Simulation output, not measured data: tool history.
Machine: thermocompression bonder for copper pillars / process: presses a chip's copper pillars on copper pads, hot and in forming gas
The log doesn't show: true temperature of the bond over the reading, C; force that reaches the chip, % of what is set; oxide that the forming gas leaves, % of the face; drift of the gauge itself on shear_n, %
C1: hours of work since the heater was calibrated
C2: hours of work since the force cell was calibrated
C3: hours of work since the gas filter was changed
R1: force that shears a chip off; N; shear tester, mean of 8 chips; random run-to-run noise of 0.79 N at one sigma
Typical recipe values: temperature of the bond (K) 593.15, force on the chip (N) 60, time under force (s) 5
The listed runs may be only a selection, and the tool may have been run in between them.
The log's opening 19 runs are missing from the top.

run 20 day=7.708 | temperature_of_the_bond_(K)=593.15 force_on_the_chip_(N)=60 time_under_force_(s)=5 | C1=686 C2=174 C3=211 | R1=60.3
run 21 day=8.046 | temperature_of_the_bond_(K)=590.15 force_on_the_chip_(N)=60 time_under_force_(s)=6 | C1=690 C2=179 C3=216 | R1=58.9
run 22 day=8.421 | temperature_of_the_bond_(K)=590.15 force_on_the_chip_(N)=60 time_under_force_(s)=6 | C1=695 C2=184 C3=221 | R1=62.6
run 23 day=8.775 | temperature_of_the_bond_(K)=581.15 force_on_the_chip_(N)=63 time_under_force_(s)=5 | C1=700 C2=188 C3=225 | R1=57.5
run 24 day=9.012 | temperature_of_the_bond_(K)=581.15 force_on_the_chip_(N)=67 time_under_force_(s)=5 | C1=703 C2=191 C3=228 | R1=59.3
run 25 day=9.388 | temperature_of_the_bond_(K)=596.15 force_on_the_chip_(N)=67 time_under_force_(s)=5 | C1=708 C2=196 C3=233 | R1=64.8
run 26 day=9.692 | temperature_of_the_bond_(K)=596.15 force_on_the_chip_(N)=67 time_under_force_(s)=4 | C1=712 C2=200 C3=237 | R1=61.9
run 27 day=10.083 | temperature_of_the_bond_(K)=582.15 force_on_the_chip_(N)=54 time_under_force_(s)=14 | C1=717 C2=206 C3=242 | R1=70.1
run 28 day=10.471 | temperature_of_the_bond_(K)=578.15 force_on_the_chip_(N)=49 time_under_force_(s)=3 | C1=722 C2=211 C3=247 | R1=38.7
run 29 day=10.771 | temperature_of_the_bond_(K)=586.15 force_on_the_chip_(N)=73 time_under_force_(s)=5 | C1=726 C2=215 C3=251 | R1=65.1
run 30 day=11.133 | temperature_of_the_bond_(K)=593.15 force_on_the_chip_(N)=54 time_under_force_(s)=4 | C1=731 C2=219 C3=256 | R1=50.7
run 31 day=11.658 | temperature_of_the_bond_(K)=593.15 force_on_the_chip_(N)=40 time_under_force_(s)=3 | C1=738 C2=226 C3=263 | R1=37.1
run 32 day=12.038 | temperature_of_the_bond_(K)=593.15 force_on_the_chip_(N)=40 time_under_force_(s)=3 | C1=743 C2=231 C3=268 | R1=37.2
run 33 day=12.388 | temperature_of_the_bond_(K)=575.15 force_on_the_chip_(N)=84 time_under_force_(s)=3 | C1=747 C2=236 C3=273 | R1=55.8
run 34 day=12.708 | temperature_of_the_bond_(K)=575.15 force_on_the_chip_(N)=84 time_under_force_(s)=3 | C1=751 C2=240 C3=277 | R1=56.6
run 35 day=13.183 | temperature_of_the_bond_(K)=575.15 force_on_the_chip_(N)=84 time_under_force_(s)=3 | C1=758 C2=246 C3=283 | R1=56.8
run 36 day=13.692 | temperature_of_the_bond_(K)=570.15 force_on_the_chip_(N)=41 time_under_force_(s)=3 | C1=764 C2=253 C3=290 | R1=30.6
run 37 day=13.954 | temperature_of_the_bond_(K)=593.15 force_on_the_chip_(N)=86 time_under_force_(s)=5 | C1=768 C2=256 C3=293 | R1=71.5
run 38 day=14.442 | temperature_of_the_bond_(K)=593.15 force_on_the_chip_(N)=86 time_under_force_(s)=5 | C1=774 C2=263 C3=300 | R1=72.5
run 39 day=14.817 | temperature_of_the_bond_(K)=593.15 force_on_the_chip_(N)=86 time_under_force_(s)=9 | C1=779 C2=268 C3=304 | R1=82.5

Below are 5 alternative next runs, each starting from the tool's condition after run 39. Predict each:
run A day=15.183 | temperature_of_the_bond_(K)=595.15 force_on_the_chip_(N)=86 time_under_force_(s)=9 | C1=784 C2=272 C3=309 | R1=?
run B day=15.183 | temperature_of_the_bond_(K)=587.15 force_on_the_chip_(N)=38 time_under_force_(s)=3 | C1=784 C2=272 C3=309 | R1=?
run C day=15.183 | temperature_of_the_bond_(K)=606.15 force_on_the_chip_(N)=63 time_under_force_(s)=15 | C1=784 C2=272 C3=309 | R1=?
run D day=15.183 | temperature_of_the_bond_(K)=589.15 force_on_the_chip_(N)=52 time_under_force_(s)=5 | C1=784 C2=272 C3=309 | R1=?
run E day=15.183 | temperature_of_the_bond_(K)=600.15 force_on_the_chip_(N)=60 time_under_force_(s)=4 | C1=784 C2=272 C3=309 | R1=?

run=A R1=81.8
run=B R1=32.7
run=C R1=82.5
run=D R1=52.2
run=E R1=57.1
Had the tool no hidden state, the same runs would have come out as:
run=A R1=86.1
run=B R1=33.8
run=C R1=87
run=D R1=54.2
run=E R1=59.5

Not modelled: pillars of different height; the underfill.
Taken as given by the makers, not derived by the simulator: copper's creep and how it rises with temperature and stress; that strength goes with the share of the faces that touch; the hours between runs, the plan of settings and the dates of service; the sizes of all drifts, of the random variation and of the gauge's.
